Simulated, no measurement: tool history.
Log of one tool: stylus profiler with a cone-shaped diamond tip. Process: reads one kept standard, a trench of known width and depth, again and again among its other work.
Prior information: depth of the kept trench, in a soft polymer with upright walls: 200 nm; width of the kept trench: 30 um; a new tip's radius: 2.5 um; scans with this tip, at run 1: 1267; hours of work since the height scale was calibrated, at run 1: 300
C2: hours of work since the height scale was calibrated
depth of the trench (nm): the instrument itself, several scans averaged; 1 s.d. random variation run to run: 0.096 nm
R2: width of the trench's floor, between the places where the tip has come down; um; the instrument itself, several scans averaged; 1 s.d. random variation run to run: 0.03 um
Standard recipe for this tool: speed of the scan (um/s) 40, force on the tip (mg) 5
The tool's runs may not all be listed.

run 1 day=0 | speed_of_the_scan_(um/s)=40 force_on_the_tip_(mg)=5 | scans_with_this_tip=1267 C2=300 | depth_of_the_trench_(nm)=205.42 R2=27.82
run 2 day=0.454 | speed_of_the_scan_(um/s)=40 force_on_the_tip_(mg)=5 | scans_with_this_tip=1295 C2=306 | depth_of_the_trench_(nm)=205.36 R2=27.82
run 3 day=0.958 | speed_of_the_scan_(um/s)=40 force_on_the_tip_(mg)=5 | scans_with_this_tip=1327 C2=314 | depth_of_the_trench_(nm)=205.3 R2=27.88
run 4 day=1.483 | speed_of_the_scan_(um/s)=40 force_on_the_tip_(mg)=5 | scans_with_this_tip=1360 C2=322 | depth_of_the_trench_(nm)=205.5 R2=27.82
run 5 day=2.079 | speed_of_the_scan_(um/s)=40 force_on_the_tip_(mg)=5 | scans_with_this_tip=1397 C2=330 | depth_of_the_trench_(nm)=205.33 R2=27.86
run 6 day=2.583 | speed_of_the_scan_(um/s)=40 force_on_the_tip_(mg)=9.6 | scans_with_this_tip=1429 C2=338 | depth_of_the_trench_(nm)=208.44 R2=27.83
run 7 day=3.225 | speed_of_the_scan_(um/s)=40 force_on_the_tip_(mg)=5 | scans_with_this_tip=1469 C2=347 | depth_of_the_trench_(nm)=205.32 R2=27.82
run 8 day=3.521 | speed_of_the_scan_(um/s)=18 force_on_the_tip_(mg)=5 | scans_with_this_tip=1487 C2=352 | depth_of_the_trench_(nm)=205.4 R2=27.88
run 9 day=4.125 | speed_of_the_scan_(um/s)=40 force_on_the_tip_(mg)=4.4 | scans_with_this_tip=1525 C2=361 | depth_of_the_trench_(nm)=204.95 R2=27.77
run 10 day=4.604 | speed_of_the_scan_(um/s)=35 force_on_the_tip_(mg)=7.89 | scans_with_this_tip=1555 C2=368 | depth_of_the_trench_(nm)=207.28 R2=27.82
run 11 day=4.992 | speed_of_the_scan_(um/s)=35 force_on_the_tip_(mg)=7.89 | scans_with_this_tip=1580 C2=374 | depth_of_the_trench_(nm)=207.2 R2=27.83
run 12 day=5.517 | speed_of_the_scan_(um/s)=87 force_on_the_tip_(mg)=13.75 | scans_with_this_tip=1613 C2=382 | depth_of_the_trench_(nm)=210.77 R2=27.8
run 13 day=6 | speed_of_the_scan_(um/s)=53 force_on_the_tip_(mg)=4.48 | scans_with_this_tip=1643 C2=389 | depth_of_the_trench_(nm)=204.89 R2=27.81

Here are 5 independent what-if runs from the current tool condition. What would each one return?
run A day=6.646 | speed_of_the_scan_(um/s)=25 force_on_the_tip_(mg)=3.84 | scans_with_this_tip=1683 C2=398 | depth_of_the_trench_(nm)=? R2=?
run B day=6.646 | speed_of_the_scan_(um/s)=24 force_on_the_tip_(mg)=3.54 | scans_with_this_tip=1683 C2=398 | depth_of_the_trench_(nm)=? R2=?
run C day=6.646 | speed_of_the_scan_(um/s)=40 force_on_the_tip_(mg)=6.38 | scans_with_this_tip=1683 C2=398 | depth_of_the_trench_(nm)=? R2=?
run D day=6.646 | speed_of_the_scan_(um/s)=155 force_on_the_tip_(mg)=8.49 | scans_with_this_tip=1683 C2=398 | depth_of_the_trench_(nm)=? R2=?
run E day=6.646 | speed_of_the_scan_(um/s)=116 force_on_the_tip_(mg)=8.65 | scans_with_this_tip=1683 C2=398 | depth_of_the_trench_(nm)=? R2=?

run=A depth_of_the_trench_(nm)=204.41 R2=27.81
run=B depth_of_the_trench_(nm)=204.15 R2=27.81
run=C depth_of_the_trench_(nm)=206.27 R2=27.88
run=D depth_of_the_trench_(nm)=207.69 R2=27.64
run=E depth_of_the_trench_(nm)=207.76 R2=27.71
Stripped of hidden state, with their random variation kept, the same runs would have yielded:
run=A depth_of_the_trench_(nm)=204.65 R2=27.95
run=B depth_of_the_trench_(nm)=204.38 R2=27.95
run=C depth_of_the_trench_(nm)=206.51 R2=28.02
run=D depth_of_the_trench_(nm)=207.92 R2=27.77
run=E depth_of_the_trench_(nm)=208 R2=27.85
